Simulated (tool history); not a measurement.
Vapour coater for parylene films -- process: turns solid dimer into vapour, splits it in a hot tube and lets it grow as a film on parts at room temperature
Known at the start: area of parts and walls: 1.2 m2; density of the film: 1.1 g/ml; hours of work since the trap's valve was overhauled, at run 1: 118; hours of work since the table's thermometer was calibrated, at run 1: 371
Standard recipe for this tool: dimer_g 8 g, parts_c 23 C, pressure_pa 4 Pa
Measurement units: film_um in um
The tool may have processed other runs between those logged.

run   hour  dimer_g  parts_c  pressure_pa  hours of work since the trap's valve was overhauled  hours of work since the table's thermometer was calibrated  film_um
  1    0.0        8       23            4                                                  118                                                         371     3.90
  2   48.8        8       23            4                                                  162                                                         415     3.85
  3  125.8        8       27            4                                                  231                                                         484     3.64
  4  211.2        8       27            4                                                  307                                                         560     3.52
     236.8  -- trap's valve overhauled
  5  281.2        8       23            4                                                   40                                                         620     3.47
  6  339.2        8       23            4                                                   92                                                         672     3.43
  7  389.7        8       23            4                                                  137                                                         717     3.48
  8  428.0        8       23            4                                                  171                                                         751     3.42
  9  490.7        8       23            4                                                  228                                                         807     3.36
 10  552.5        8       23            4                                                  283                                                         863     3.31
 11  594.0        8       23            4                                                  320                                                         900     3.28

What does the tool deliver on the next run?
     603.7  -- trap's valve overhauled
     632.5  -- trap's valve overhauled, once more
 12  669.2        8       19            4                                                   33                                                         960        ?

Logged for run 12: film_um 4.25 um.
Had the tool carried no hidden state, the very same run would have given film_um 4.28 um.
